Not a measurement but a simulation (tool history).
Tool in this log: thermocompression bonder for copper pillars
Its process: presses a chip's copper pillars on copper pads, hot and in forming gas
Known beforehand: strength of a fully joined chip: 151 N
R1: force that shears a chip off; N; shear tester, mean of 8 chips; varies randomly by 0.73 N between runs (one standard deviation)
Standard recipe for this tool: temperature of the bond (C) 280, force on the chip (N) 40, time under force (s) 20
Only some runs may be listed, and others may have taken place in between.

run 1 hour=0 | temperature_of_the_bond_(C)=280 force_on_the_chip_(N)=40 time_under_force_(s)=20 | R1=63.7
-- hour=3.3 forming gas filter changed
run 2 hour=9.1 | temperature_of_the_bond_(C)=280 force_on_the_chip_(N)=40 time_under_force_(s)=16 | R1=58.5
run 3 hour=16.1 | temperature_of_the_bond_(C)=280 force_on_the_chip_(N)=40 time_under_force_(s)=20 | R1=64.8
run 4 hour=20.2 | temperature_of_the_bond_(C)=280 force_on_the_chip_(N)=40 time_under_force_(s)=20 | R1=63.5
run 5 hour=23.9 | temperature_of_the_bond_(C)=280 force_on_the_chip_(N)=40 time_under_force_(s)=20 | R1=63.8
run 6 hour=32.3 | temperature_of_the_bond_(C)=280 force_on_the_chip_(N)=40 time_under_force_(s)=20 | R1=63.7
run 7 hour=39.6 | temperature_of_the_bond_(C)=280 force_on_the_chip_(N)=40 time_under_force_(s)=20 | R1=64
run 8 hour=44.6 | temperature_of_the_bond_(C)=280 force_on_the_chip_(N)=59 time_under_force_(s)=20 | R1=82.2
run 9 hour=51.5 | temperature_of_the_bond_(C)=280 force_on_the_chip_(N)=59 time_under_force_(s)=20 | R1=80.6
run 10 hour=57.7 | temperature_of_the_bond_(C)=280 force_on_the_chip_(N)=40 time_under_force_(s)=20 | R1=63.8
run 11 hour=65.4 | temperature_of_the_bond_(C)=280 force_on_the_chip_(N)=29 time_under_force_(s)=20 | R1=52
run 12 hour=74.2 | temperature_of_the_bond_(C)=280 force_on_the_chip_(N)=29 time_under_force_(s)=20 | R1=51.4
run 13 hour=78.4 | temperature_of_the_bond_(C)=280 force_on_the_chip_(N)=55 time_under_force_(s)=13 | R1=67.2
run 14 hour=83 | temperature_of_the_bond_(C)=280 force_on_the_chip_(N)=55 time_under_force_(s)=13 | R1=67.2
run 15 hour=90.6 | temperature_of_the_bond_(C)=289 force_on_the_chip_(N)=56 time_under_force_(s)=15 | R1=76.8
run 16 hour=98.4 | temperature_of_the_bond_(C)=254 force_on_the_chip_(N)=47 time_under_force_(s)=15 | R1=50.2
run 17 hour=103.5 | temperature_of_the_bond_(C)=254 force_on_the_chip_(N)=47 time_under_force_(s)=15 | R1=50.7
run 18 hour=109 | temperature_of_the_bond_(C)=254 force_on_the_chip_(N)=47 time_under_force_(s)=15 | R1=49.6
run 19 hour=117.8 | temperature_of_the_bond_(C)=254 force_on_the_chip_(N)=47 time_under_force_(s)=15 | R1=49.5
run 20 hour=125.8 | temperature_of_the_bond_(C)=287 force_on_the_chip_(N)=36 time_under_force_(s)=14 | R1=55.3

What if the next run were any one of these 5? Each begins from the tool's condition after run 20:
run A hour=133 | temperature_of_the_bond_(C)=267 force_on_the_chip_(N)=24 time_under_force_(s)=14 | R1=?
run B hour=133 | temperature_of_the_bond_(C)=280 force_on_the_chip_(N)=49 time_under_force_(s)=14 | R1=?
run C hour=133 | temperature_of_the_bond_(C)=298 force_on_the_chip_(N)=41 time_under_force_(s)=20 | R1=?
run D hour=133 | temperature_of_the_bond_(C)=273 force_on_the_chip_(N)=34 time_under_force_(s)=16 | R1=?
run E hour=133 | temperature_of_the_bond_(C)=282 force_on_the_chip_(N)=58 time_under_force_(s)=58 | R1=?

run=A R1=33.4
run=B R1=63.4
run=C R1=74.6
run=D R1=49.4
run=E R1=109.9
Stripped of hidden state, with their random variation kept, the same runs would have yielded:
run=A R1=33.4
run=B R1=63.5
run=C R1=74.6
run=D R1=49.4
run=E R1=110
